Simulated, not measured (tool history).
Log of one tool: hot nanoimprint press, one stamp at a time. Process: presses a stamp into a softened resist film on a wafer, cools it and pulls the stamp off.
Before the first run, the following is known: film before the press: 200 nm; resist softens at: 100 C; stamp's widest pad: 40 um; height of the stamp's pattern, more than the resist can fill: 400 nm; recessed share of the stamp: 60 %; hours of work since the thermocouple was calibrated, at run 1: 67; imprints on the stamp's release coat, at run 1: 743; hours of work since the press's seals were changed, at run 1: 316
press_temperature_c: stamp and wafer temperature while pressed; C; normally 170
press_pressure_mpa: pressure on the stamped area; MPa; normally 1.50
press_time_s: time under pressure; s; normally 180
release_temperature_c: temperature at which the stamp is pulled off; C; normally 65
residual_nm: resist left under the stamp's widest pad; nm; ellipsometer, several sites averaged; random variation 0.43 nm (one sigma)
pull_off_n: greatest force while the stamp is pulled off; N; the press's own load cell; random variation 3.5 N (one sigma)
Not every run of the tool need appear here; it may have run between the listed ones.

run	day	press_temperature_c	press_pressure_mpa	press_time_s	release_temperature_c	hours of work since the thermocouple was calibrated	imprints on the stamp's release coat	hours of work since the press's seals were changed	residual_nm	pull_off_n
1	0.000	170	1.50	180	65	67	743	316	80.1	166
2	2.071	170	1.50	180	65	104	949	354	80.2	167
3	4.383	170	1.50	180	65	147	1178	396	80.2	170
4	6.100	168	1.50	180	65	178	1349	428	88.7	163
5	7.283	170	1.50	180	65	200	1466	449	80.2	168
# day 8.175: stamp cleaned and given a new release coat
6	9.496	170	1.50	180	65	235	131	485	80.0	170
7	10.817	170	1.50	180	65	259	262	509	80.6	165
8	12.729	161	1.29	148	68	294	452	544	140.4	163
# day 13.329: plate thermocouple calibrated
9	14.167	161	1.78	148	69	15	582	568	125.2	154
10	15.971	161	1.78	148	69	48	761	601	125.1	155
11	17.246	161	1.78	148	69	71	888	624	124.5	160
12	19.092	172	1.50	105	65	105	1071	658	87.9	168
13	21.083	168	1.66	180	59	141	1269	694	85.0	188
14	23.025	168	1.66	141	59	177	1461	730	92.1	190

What if the next run were any one of these 3? Each begins from the tool's condition after run 14:
# day 23.975: stamp cleaned and given a new release coat
A	25.096	168	1.66	196	59	210	111	763	?	?
# day 23.975: stamp cleaned and given a new release coat
B	25.096	170	1.98	144	65	210	111	763	?	?
# day 23.975: stamp cleaned and given a new release coat
C	25.096	170	1.17	180	72	210	111	763	?	?

run	residual_nm	pull_off_n
A	82.9	187
B	75.7	167
C	91.9	146
Take away the tool's hidden state, keep each run's random variation, and the runs would have read:
run	residual_nm	pull_off_n
A	82.1	187
B	75.0	167
C	91.1	146

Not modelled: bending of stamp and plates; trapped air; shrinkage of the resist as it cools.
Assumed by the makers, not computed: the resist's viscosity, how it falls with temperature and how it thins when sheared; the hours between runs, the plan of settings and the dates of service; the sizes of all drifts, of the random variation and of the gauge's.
